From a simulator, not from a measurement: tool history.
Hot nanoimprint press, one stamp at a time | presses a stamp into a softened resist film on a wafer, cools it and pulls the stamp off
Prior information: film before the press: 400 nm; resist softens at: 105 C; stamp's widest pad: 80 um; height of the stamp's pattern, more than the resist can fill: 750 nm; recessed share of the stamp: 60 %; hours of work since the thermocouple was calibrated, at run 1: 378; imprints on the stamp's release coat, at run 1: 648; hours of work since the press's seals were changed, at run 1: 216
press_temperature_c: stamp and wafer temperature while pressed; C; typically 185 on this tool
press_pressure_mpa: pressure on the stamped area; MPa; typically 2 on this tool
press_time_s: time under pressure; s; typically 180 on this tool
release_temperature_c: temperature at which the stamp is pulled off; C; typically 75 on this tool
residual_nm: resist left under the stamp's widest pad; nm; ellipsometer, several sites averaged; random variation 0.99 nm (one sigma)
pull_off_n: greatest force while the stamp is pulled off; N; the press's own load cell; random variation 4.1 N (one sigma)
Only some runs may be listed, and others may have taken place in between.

run,hour,press_temperature_c,press_pressure_mpa,press_time_s,release_temperature_c,hours of work since the thermocouple was calibrated,imprints on the stamp's release coat,hours of work since the press's seals were changed,residual_nm,pull_off_n
1,0,185,2,180,75,378,648,216,130,244
2,11.9,185,2,232,75,385,677,224,115.5,248
3,24.9,182,2,232,75,394,709,232,136,243
4,35.1,182,2,214,75,401,734,239,141.8,241
5,47.8,182,2,214,75,409,766,247,139.6,251
6,59,185,1.2,180,75,417,793,255,162.2,248
7,68.8,185,1.2,180,75,423,817,261,161.1,253
8,77.8,185,1.2,219,75,429,839,267,149.7,257
9,87.8,185,1.2,219,75,435,864,274,150.2,255
10,102,185,1.2,219,75,445,899,283,148.1,253

Forecast each of these 3 alternatives for the next run:
A,108.7,191,2,164,83,449,915,287,?,?
B,108.7,189,2.09,194,75,449,915,287,?,?
C,108.7,181,2.3,180,75,449,915,287,?,?

run,residual_nm,pull_off_n
A,101.7,246
B,100.8,268
C,148.1,256
With no hidden state in the tool, these same runs would have given:
run,residual_nm,pull_off_n
A,111.6,189
B,110.9,206
C,163.1,196

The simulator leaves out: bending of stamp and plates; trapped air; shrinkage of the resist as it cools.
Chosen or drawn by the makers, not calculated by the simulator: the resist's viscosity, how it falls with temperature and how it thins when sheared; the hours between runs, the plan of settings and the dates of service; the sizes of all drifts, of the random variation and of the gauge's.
